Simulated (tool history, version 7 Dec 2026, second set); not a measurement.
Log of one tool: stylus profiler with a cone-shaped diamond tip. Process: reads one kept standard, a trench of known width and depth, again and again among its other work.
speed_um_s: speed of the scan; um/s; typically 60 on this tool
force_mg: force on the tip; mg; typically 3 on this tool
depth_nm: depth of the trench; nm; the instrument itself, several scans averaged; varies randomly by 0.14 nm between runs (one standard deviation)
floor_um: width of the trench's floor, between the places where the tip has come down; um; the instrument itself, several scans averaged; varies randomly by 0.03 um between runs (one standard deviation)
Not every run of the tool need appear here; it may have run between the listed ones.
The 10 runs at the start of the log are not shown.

run,day,speed_um_s,force_mg,depth_nm,floor_um
11,26.825,16,3,511.69,46.24
12,30.542,16,3,511.56,46.18
# day 33.358: height scale calibrated on a step standard, once more
13,33.588,44,3,507.3,46.06
14,35.704,162,3,507.82,45.85
15,39.317,162,3,507.43,45.79
16,40.846,162,3,507.7,45.8
17,44.408,23,3,507.9,46
18,47.3,19,1.12,504.31,45.97
19,50.112,19,1.12,504.25,45.9
20,53.808,33,3,508.35,45.9
21,55.45,167,8.2,515.61,45.77
22,58.058,90,3.61,509.41,45.82
23,61.188,178,3.47,509.04,45.64
24,64.517,58,1.58,505.62,45.7
25,67.438,58,1.58,506.12,45.68
26,69.692,58,1.58,506.1,45.64
27,72.179,225,4.32,511.07,45.47
28,74.1,26,2.51,508.33,45.7
29,76.904,33,1.35,505.92,45.67
30,79.171,33,1.97,507.32,45.63
31,81.854,33,1.97,507.38,45.59
32,83.642,49,1.54,506.46,45.61

Forecast run 33:
33,87.442,49,4.73,?,?

Run 33 yielded depth_nm 512.37 nm, floor_um 45.6 um.
Without the tool's hidden state the same run would have given depth_nm 510.41 nm, floor_um 46.97 um.

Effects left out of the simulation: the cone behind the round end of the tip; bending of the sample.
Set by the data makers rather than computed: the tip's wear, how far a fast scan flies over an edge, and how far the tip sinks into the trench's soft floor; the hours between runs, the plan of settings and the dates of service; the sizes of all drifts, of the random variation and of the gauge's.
